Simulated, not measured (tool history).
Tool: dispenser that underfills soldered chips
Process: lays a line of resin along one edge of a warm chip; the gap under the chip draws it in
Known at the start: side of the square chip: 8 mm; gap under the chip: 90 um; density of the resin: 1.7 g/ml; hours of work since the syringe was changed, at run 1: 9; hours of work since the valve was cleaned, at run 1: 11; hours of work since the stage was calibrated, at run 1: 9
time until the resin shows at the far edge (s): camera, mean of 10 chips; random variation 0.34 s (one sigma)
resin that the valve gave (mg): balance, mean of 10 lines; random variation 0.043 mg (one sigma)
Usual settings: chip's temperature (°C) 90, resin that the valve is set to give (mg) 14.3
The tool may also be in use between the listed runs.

| run | hour | chip's temperature (°C) | resin that the valve is set to give (mg) | hours of work since the syringe was changed | hours of work since the valve was cleaned | hours of work since the stage was calibrated | time until the resin shows at the far edge (s) | resin that the valve gave (mg) |
|---|---|---|---|---|---|---|---|---|
| 1 | 0.0 | 90 | 14.3 | 9 | 11 | 9 | 20.5 | 14.18 |
|  | 4.3 | new syringe of resin |
| 2 | 4.3 | 76 | 14.3 | 0 | 14 | 12 | 26.8 | 14.23 |
| 3 | 9.2 | 76 | 14.3 | 4 | 18 | 15 | 29.3 | 14.11 |
| 4 | 14.0 | 90 | 14.3 | 7 | 21 | 19 | 19.9 | 14.13 |
| 5 | 18.2 | 90 | 14.3 | 10 | 25 | 22 | 23.0 | 14.11 |
|  | 20.7 | new syringe of resin |
| 6 | 24.4 | 90 | 14.3 | 3 | 29 | 26 | 17.9 | 14.08 |
| 7 | 34.0 | 90 | 14.3 | 10 | 36 | 33 | 22.5 | 14.00 |
|  | 37.0 | new syringe of resin |
| 8 | 38.5 | 90 | 16.3 | 1 | 39 | 36 | 17.1 | 16.01 |
| 9 | 47.5 | 93 | 13.5 | 8 | 46 | 43 | 18.3 | 13.16 |
|  | 53.5 | new syringe of resin |
| 10 | 56.8 | 82 | 14.8 | 2 | 52 | 49 | 23.4 | 14.32 |
| 11 | 61.2 | 85 | 18.6 | 6 | 55 | 52 | 23.2 | 18.10 |
| 12 | 68.6 | 99 | 13.7 | 11 | 61 | 58 | 17.3 | 13.31 |
|  | 69.7 | new syringe of resin |
| 13 | 76.5 | 99 | 13.7 | 5 | 66 | 63 | 14.3 | 13.11 |

3 ways to go on from here, each from the tool as it stands after run 13. What would each give?
| A | 83.8 | 104 | 15.9 | 10 | 72 | 69 | ? | ? |
| B | 83.8 | 98 | 14.9 | 10 | 72 | 69 | ? | ? |
| C | 83.8 | 104 | 13.7 | 10 | 72 | 69 | ? | ? |

| run | time until the resin shows at the far edge (s) | resin that the valve gave (mg) |
|---|---|---|
| A | 13.8 | 15.31 |
| B | 16.8 | 14.28 |
| C | 13.5 | 13.13 |
Without the tool's hidden state the same runs would have given:
| run | time until the resin shows at the far edge (s) | resin that the valve gave (mg) |
|---|---|---|
| A | 9.9 | 15.94 |
| B | 12.1 | 14.87 |
| C | 9.5 | 13.67 |
